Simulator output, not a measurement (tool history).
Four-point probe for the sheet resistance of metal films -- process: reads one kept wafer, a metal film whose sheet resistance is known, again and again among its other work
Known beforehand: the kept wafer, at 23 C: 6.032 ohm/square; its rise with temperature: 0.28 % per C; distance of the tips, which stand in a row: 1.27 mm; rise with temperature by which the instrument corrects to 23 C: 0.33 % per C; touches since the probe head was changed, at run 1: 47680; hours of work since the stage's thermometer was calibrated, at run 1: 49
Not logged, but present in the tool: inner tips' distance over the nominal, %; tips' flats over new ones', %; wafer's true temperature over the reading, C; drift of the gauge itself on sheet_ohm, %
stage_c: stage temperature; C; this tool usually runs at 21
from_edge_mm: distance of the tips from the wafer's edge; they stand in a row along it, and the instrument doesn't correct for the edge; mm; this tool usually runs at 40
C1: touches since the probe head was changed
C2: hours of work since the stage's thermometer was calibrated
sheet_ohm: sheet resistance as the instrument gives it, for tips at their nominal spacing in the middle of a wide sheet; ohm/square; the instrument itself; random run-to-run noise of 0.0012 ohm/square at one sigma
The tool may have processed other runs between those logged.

{"run": 1, "hour": 0.0, "stage_c": 21, "from_edge_mm": 40, "C1": 47680, "C2": 49, "sheet_ohm": 6.052501}
{"run": 2, "hour": 19.9, "stage_c": 21, "from_edge_mm": 40, "C1": 48571, "C2": 63, "sheet_ohm": 6.054137}
{"run": 3, "hour": 36.2, "stage_c": 21, "from_edge_mm": 40, "C1": 49300, "C2": 75, "sheet_ohm": 6.052202}
{"run": 4, "hour": 58.8, "stage_c": 24, "from_edge_mm": 40, "C1": 50315, "C2": 92, "sheet_ohm": 6.044151}
{"run": 5, "hour": 84.1, "stage_c": 24, "from_edge_mm": 40, "C1": 51449, "C2": 110, "sheet_ohm": 6.045046}
{"run": 6, "hour": 96.1, "stage_c": 24, "from_edge_mm": 40, "C1": 51984, "C2": 119, "sheet_ohm": 6.046968}
{"run": 7, "hour": 115.2, "stage_c": 24, "from_edge_mm": 40, "C1": 52841, "C2": 133, "sheet_ohm": 6.045462}
{"run": 8, "hour": 128.7, "stage_c": 24, "from_edge_mm": 40, "C1": 53447, "C2": 143, "sheet_ohm": 6.045552}
{"run": 9, "hour": 143.9, "stage_c": 21, "from_edge_mm": 40, "C1": 54128, "C2": 154, "sheet_ohm": 6.055634}
{"run": 10, "hour": 158.2, "stage_c": 19, "from_edge_mm": 40, "C1": 54768, "C2": 165, "sheet_ohm": 6.059279}
{"run": 11, "hour": 184.8, "stage_c": 19, "from_edge_mm": 40, "C1": 55961, "C2": 184, "sheet_ohm": 6.062179}
{"run": 12, "hour": 207.0, "stage_c": 20, "from_edge_mm": 40, "C1": 56955, "C2": 201, "sheet_ohm": 6.059062}
{"run": 13, "hour": 220.7, "stage_c": 20, "from_edge_mm": 40, "C1": 57571, "C2": 211, "sheet_ohm": 6.058274}
{"run": 14, "hour": 237.2, "stage_c": 20, "from_edge_mm": 40, "C1": 58308, "C2": 223, "sheet_ohm": 6.059569}
{"run": 15, "hour": 262.0, "stage_c": 20, "from_edge_mm": 40, "C1": 59421, "C2": 241, "sheet_ohm": 6.059362}
{"run": 16, "hour": 276.5, "stage_c": 34, "from_edge_mm": 56, "C1": 60071, "C2": 252, "sheet_ohm": 6.016257}
{"run": 17, "hour": 302.4, "stage_c": 34, "from_edge_mm": 56, "C1": 61230, "C2": 271, "sheet_ohm": 6.018116}
{"run": 18, "hour": 317.4, "stage_c": 34, "from_edge_mm": 56, "C1": 61901, "C2": 282, "sheet_ohm": 6.01791}
{"run": 19, "hour": 329.5, "stage_c": 21, "from_edge_mm": 41, "C1": 62443, "C2": 291, "sheet_ohm": 6.056542}
{"run": 20, "hour": 342.5, "stage_c": 20, "from_edge_mm": 9, "C1": 63027, "C2": 300, "sheet_ohm": 6.121349}
{"run": 21, "hour": 368.6, "stage_c": 25, "from_edge_mm": 19, "C1": 64198, "C2": 320, "sheet_ohm": 6.057483}
{"run": 22, "hour": 389.8, "stage_c": 25, "from_edge_mm": 19, "C1": 65146, "C2": 335, "sheet_ohm": 6.056573}
{"run": 23, "hour": 405.9, "stage_c": 25, "from_edge_mm": 19, "C1": 65871, "C2": 347, "sheet_ohm": 6.058744}
{"run": 24, "hour": 420.4, "stage_c": 25, "from_edge_mm": 19, "C1": 66517, "C2": 358, "sheet_ohm": 6.055388}
{"run": 25, "hour": 443.5, "stage_c": 31, "from_edge_mm": 46, "C1": 67554, "C2": 375, "sheet_ohm": 6.028615}
{"run": 26, "hour": 469.7, "stage_c": 29, "from_edge_mm": 28, "C1": 68728, "C2": 394, "sheet_ohm": 6.039973}
{"run": 27, "hour": 480.5, "stage_c": 32, "from_edge_mm": 40, "C1": 69211, "C2": 402, "sheet_ohm": 6.027109}
{"run": 28, "hour": 500.6, "stage_c": 19, "from_edge_mm": 3, "C1": 70114, "C2": 417, "sheet_ohm": 6.587277}
{"run": 29, "hour": 525.3, "stage_c": 19, "from_edge_mm": 3, "C1": 71219, "C2": 435, "sheet_ohm": 6.591562}
{"run": 30, "hour": 540.0, "stage_c": 19, "from_edge_mm": 3, "C1": 71877, "C2": 446, "sheet_ohm": 6.59136}

Forecast each of these 3 alternatives for the next run:
{"run": "A", "hour": 559.2, "stage_c": 22, "from_edge_mm": 40, "C1": 72739, "C2": 460, "sheet_ohm": "?"}
{"run": "B", "hour": 559.2, "stage_c": 30, "from_edge_mm": 3, "C1": 72739, "C2": 460, "sheet_ohm": "?"}
{"run": "C", "hour": 559.2, "stage_c": 18, "from_edge_mm": 3, "C1": 72739, "C2": 460, "sheet_ohm": "?"}

run=A sheet_ohm=6.054297
run=B sheet_ohm=6.557784
run=C sheet_ohm=6.59527
With the hidden condition removed and each run's random variation left untouched, the same runs would have given:
run=A sheet_ohm=6.035867
run=B sheet_ohm=6.538015
run=C sheet_ohm=6.57528

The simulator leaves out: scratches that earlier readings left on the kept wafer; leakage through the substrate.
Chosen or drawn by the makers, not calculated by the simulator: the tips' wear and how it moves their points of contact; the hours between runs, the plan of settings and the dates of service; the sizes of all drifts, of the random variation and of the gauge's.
